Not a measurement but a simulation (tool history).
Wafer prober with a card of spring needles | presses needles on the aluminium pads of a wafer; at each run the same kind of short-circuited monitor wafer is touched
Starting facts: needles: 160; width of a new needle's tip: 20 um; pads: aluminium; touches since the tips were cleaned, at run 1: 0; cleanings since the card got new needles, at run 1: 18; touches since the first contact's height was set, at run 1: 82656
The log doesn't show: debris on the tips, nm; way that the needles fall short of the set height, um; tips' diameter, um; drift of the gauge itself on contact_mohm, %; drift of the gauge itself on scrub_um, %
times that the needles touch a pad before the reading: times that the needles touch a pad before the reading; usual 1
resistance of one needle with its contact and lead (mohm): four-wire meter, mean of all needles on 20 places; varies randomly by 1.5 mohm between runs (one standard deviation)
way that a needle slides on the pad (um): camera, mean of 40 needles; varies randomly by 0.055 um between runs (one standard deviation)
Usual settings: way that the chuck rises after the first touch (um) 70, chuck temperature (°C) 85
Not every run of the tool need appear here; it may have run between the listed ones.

| run | hour | way that the chuck rises after the first touch (um) | chuck temperature (°C) | times that the needles touch a pad before the reading | touches since the tips were cleaned | cleanings since the card got new needles | touches since the first contact's height was set | resistance of one needle with its contact and lead (mohm) | way that a needle slides on the pad (um) |
|---|---|---|---|---|---|---|---|---|---|
| 1 | 0 | 70 | 85 | 1 | 0 | 18 | 82656 | 142 | 15.63 |
|  | 9 | tips cleaned on abrasive film |
|  | 20.1 | tips cleaned on abrasive film |
|  | 29.1 | tips cleaned on abrasive film |
|  | 38.1 | tips cleaned on abrasive film |
| 2 | 43.5 | 70 | 85 | 1 | 2356 | 22 | 101445 | 145 | 15.69 |
|  | 48 | tips cleaned on abrasive film |
|  | 59.2 | tips cleaned on abrasive film |
|  | 70.4 | tips cleaned on abrasive film |
|  | 81.5 | tips cleaned on abrasive film |
|  | 90.5 | tips cleaned on abrasive film |
|  | 101.7 | tips cleaned on abrasive film |
| 3 | 109.5 | 78 | 85 | 1 | 3390 | 28 | 129965 | 140 | 17.53 |
|  | 111.8 | tips cleaned on abrasive film |
|  | 122.9 | tips cleaned on abrasive film |
|  | 134.1 | tips cleaned on abrasive film |
|  | 143.1 | tips cleaned on abrasive film |
|  | 152.1 | tips cleaned on abrasive film |
|  | 163.2 | tips cleaned on abrasive film |
|  | 174.4 | tips cleaned on abrasive film |
| 4 | 179.1 | 78 | 85 | 1 | 2044 | 35 | 160040 | 139 | 17.53 |
|  | 183.6 | tips cleaned on abrasive film |
|  | 194.8 | tips cleaned on abrasive film |
|  | 203.8 | tips cleaned on abrasive film |
|  | 212.9 | height of the first contact set anew |
|  | 215.2 | tips cleaned on abrasive film |
|  | 226.4 | tips cleaned on abrasive film |
|  | 237.6 | tips cleaned on abrasive film |
| 5 | 241.4 | 78 | 85 | 1 | 1679 | 41 | 12312 | 143 | 17.47 |
|  | 248.2 | tips cleaned on abrasive film |
|  | 257.2 | tips cleaned on abrasive film |
|  | 268.3 | tips cleaned on abrasive film |
|  | 277.3 | tips cleaned on abrasive film |
|  | 288.5 | tips cleaned on abrasive film |
|  | 297.4 | tips cleaned on abrasive film |
|  | 308.6 | tips cleaned on abrasive film |
| 6 | 317.1 | 78 | 85 | 1 | 3688 | 48 | 44999 | 142 | 17.49 |
|  | 319.4 | tips cleaned on abrasive film |
|  | 328.4 | tips cleaned on abrasive film |
|  | 339.5 | tips cleaned on abrasive film |
|  | 350.7 | tips cleaned on abrasive film |
|  | 361.9 | tips cleaned on abrasive film |
|  | 373.1 | tips cleaned on abrasive film |
| 7 | 378.6 | 78 | 85 | 1 | 2407 | 54 | 71571 | 142 | 17.42 |
|  | 383.1 | tips cleaned on abrasive film |
|  | 394.3 | tips cleaned on abrasive film |
|  | 405.5 | tips cleaned on abrasive film |
|  | 416.7 | tips cleaned on abrasive film |
| 8 | 422.3 | 78 | 32 | 1 | 2446 | 58 | 90451 | 132 | 17.52 |
|  | 426.8 | tips cleaned on abrasive film |
|  | 435.8 | tips cleaned on abrasive film |
|  | 447 | tips cleaned on abrasive film |
|  | 455.9 | tips cleaned on abrasive film |
|  | 464.9 | tips cleaned on abrasive film |
|  | 476.1 | tips cleaned on abrasive film |
| 9 | 483.3 | 78 | 32 | 1 | 3165 | 64 | 116815 | 135 | 17.35 |
|  | 485.6 | tips cleaned on abrasive film |
|  | 494.6 | tips cleaned on abrasive film |
|  | 505.8 | tips cleaned on abrasive film |
|  | 517 | tips cleaned on abrasive film |
|  | 528.1 | tips cleaned on abrasive film |
|  | 537.1 | tips cleaned on abrasive film |
|  | 548.3 | tips cleaned on abrasive film |
|  | 559.5 | tips cleaned on abrasive film |
| 10 | 560.9 | 78 | 32 | 1 | 610 | 72 | 150292 | 132 | 17.56 |
|  | 569.8 | tips cleaned on abrasive film |
|  | 581 | tips cleaned on abrasive film |
|  | 592.2 | tips cleaned on abrasive film |
|  | 601.1 | tips cleaned on abrasive film |
| 11 | 609.3 | 70 | 85 | 1 | 3554 | 76 | 171245 | 143 | 15.72 |
|  | 611.6 | tips cleaned on abrasive film |
|  | 616.3 | height of the first contact set anew |
|  | 620.9 | tips cleaned on abrasive film |
|  | 629.8 | tips cleaned on abrasive film |
|  | 641 | tips cleaned on abrasive film |
|  | 652.2 | tips cleaned on abrasive film |
|  | 663.4 | tips cleaned on abrasive film |
|  | 672.3 | tips cleaned on abrasive film |
| 12 | 672.6 | 70 | 85 | 1 | 128 | 83 | 24294 | 145 | 15.67 |
|  | 681.6 | tips cleaned on abrasive film |
|  | 692.8 | tips cleaned on abrasive film |
|  | 704 | tips cleaned on abrasive film |
|  | 715.1 | tips cleaned on abrasive film |
|  | 724.1 | tips cleaned on abrasive film |
|  | 735.3 | tips cleaned on abrasive film |
|  | 744.2 | tips cleaned on abrasive film |
| 13 | 746.2 | 74 | 34 | 2 | 873 | 90 | 56099 | 133 | 16.68 |
|  | 755.2 | tips cleaned on abrasive film |
|  | 766.4 | tips cleaned on abrasive film |
|  | 775.3 | tips cleaned on abrasive film |
|  | 786.5 | tips cleaned on abrasive film |
|  | 797.7 | tips cleaned on abrasive film |
| 14 | 802.3 | 74 | 80 | 2 | 1998 | 95 | 80330 | 144 | 16.62 |
|  | 806.8 | tips cleaned on abrasive film |
|  | 818 | tips cleaned on abrasive film |
|  | 829.2 | tips cleaned on abrasive film |
|  | 838.1 | tips cleaned on abrasive film |
|  | 849.3 | tips cleaned on abrasive film |
| 15 | 853.3 | 51 | 85 | 3 | 1750 | 100 | 102380 | 154 | 11.44 |
|  | 860.1 | tips cleaned on abrasive film |
|  | 871.3 | tips cleaned on abrasive film |
|  | 882.4 | tips cleaned on abrasive film |
|  | 891.4 | tips cleaned on abrasive film |
|  | 900.4 | tips cleaned on abrasive film |
|  | 911.5 | tips cleaned on abrasive film |
| 16 | 919.2 | 51 | 85 | 3 | 3352 | 106 | 130864 | 156 | 11.4 |
|  | 921.5 | tips cleaned on abrasive film |
|  | 932.7 | tips cleaned on abrasive film |
|  | 943.9 | tips cleaned on abrasive film |
|  | 955.1 | tips cleaned on abrasive film |
|  | 964 | tips cleaned on abrasive film |
|  | 975.2 | tips cleaned on abrasive film |
| 17 | 976 | 51 | 85 | 3 | 357 | 112 | 155385 | 151 | 11.48 |
|  | 985 | tips cleaned on abrasive film |
|  | 996.2 | tips cleaned on abrasive film |
|  | 1007.4 | tips cleaned on abrasive film |
|  | 1016.3 | tips cleaned on abrasive film |
|  | 1018.8 | height of the first contact set anew |
|  | 1027.8 | tips cleaned on abrasive film |
|  | 1036.8 | tips cleaned on abrasive film |
| 18 | 1037.2 | 62 | 85 | 3 | 198 | 118 | 7931 | 144 | 13.91 |
|  | 1046.2 | tips cleaned on abrasive film |
|  | 1055.1 | tips cleaned on abrasive film |
|  | 1064.1 | tips cleaned on abrasive film |
|  | 1075.3 | tips cleaned on abrasive film |
|  | 1086.5 | tips cleaned on abrasive film |
| 19 | 1091 | 61 | 29 | 1 | 1985 | 123 | 31179 | 137 | 13.7 |
|  | 1095.6 | tips cleaned on abrasive film |
|  | 1106.8 | tips cleaned on abrasive film |
|  | 1117.9 | tips cleaned on abrasive film |
| 20 | 1126.5 | 61 | 29 | 1 | 3748 | 126 | 46536 | 135 | 13.71 |
|  | 1128.8 | tips cleaned on abrasive film |
|  | 1140 | tips cleaned on abrasive film |
|  | 1151.2 | tips cleaned on abrasive film |
|  | 1162.4 | tips cleaned on abrasive film |
|  | 1171.3 | tips cleaned on abrasive film |
|  | 1182.5 | tips cleaned on abrasive film |
|  | 1191.5 | tips cleaned on abrasive film |
| 21 | 1192 | 61 | 29 | 1 | 240 | 133 | 74808 | 137 | 13.68 |

Branching from run 21: 3 alternative next runs. What would each branch give?
|  | 1201 | tips cleaned on abrasive film |
|  | 1210 | tips cleaned on abrasive film |
|  | 1218.9 | tips cleaned on abrasive film |
|  | 1230.1 | tips cleaned on abrasive film |
|  | 1239.1 | tips cleaned on abrasive film |
|  | 1250.3 | tips cleaned on abrasive film |
| A | 1256.6 | 64 | 93 | 1 | 2757 | 139 | 102696 | ? | ? |
|  | 1201 | tips cleaned on abrasive film |
|  | 1210 | tips cleaned on abrasive film |
|  | 1218.9 | tips cleaned on abrasive film |
|  | 1230.1 | tips cleaned on abrasive film |
|  | 1239.1 | tips cleaned on abrasive film |
|  | 1250.3 | tips cleaned on abrasive film |
| B | 1256.6 | 58 | 86 | 2 | 2757 | 139 | 102696 | ? | ? |
|  | 1201 | tips cleaned on abrasive film |
|  | 1210 | tips cleaned on abrasive film |
|  | 1218.9 | tips cleaned on abrasive film |
|  | 1230.1 | tips cleaned on abrasive film |
|  | 1239.1 | tips cleaned on abrasive film |
|  | 1250.3 | tips cleaned on abrasive film |
| C | 1256.6 | 61 | 29 | 2 | 2757 | 139 | 102696 | ? | ? |

| run | resistance of one needle with its contact and lead (mohm) | way that a needle slides on the pad (um) |
|---|---|---|
| A | 151 | 14.3 |
| B | 149 | 12.98 |
| C | 136 | 13.66 |
Take away the tool's hidden state, keep each run's random variation, and the runs would have read:
| run | resistance of one needle with its contact and lead (mohm) | way that a needle slides on the pad (um) |
|---|---|---|
| A | 151 | 14.3 |
| B | 149 | 12.98 |
| C | 136 | 13.66 |

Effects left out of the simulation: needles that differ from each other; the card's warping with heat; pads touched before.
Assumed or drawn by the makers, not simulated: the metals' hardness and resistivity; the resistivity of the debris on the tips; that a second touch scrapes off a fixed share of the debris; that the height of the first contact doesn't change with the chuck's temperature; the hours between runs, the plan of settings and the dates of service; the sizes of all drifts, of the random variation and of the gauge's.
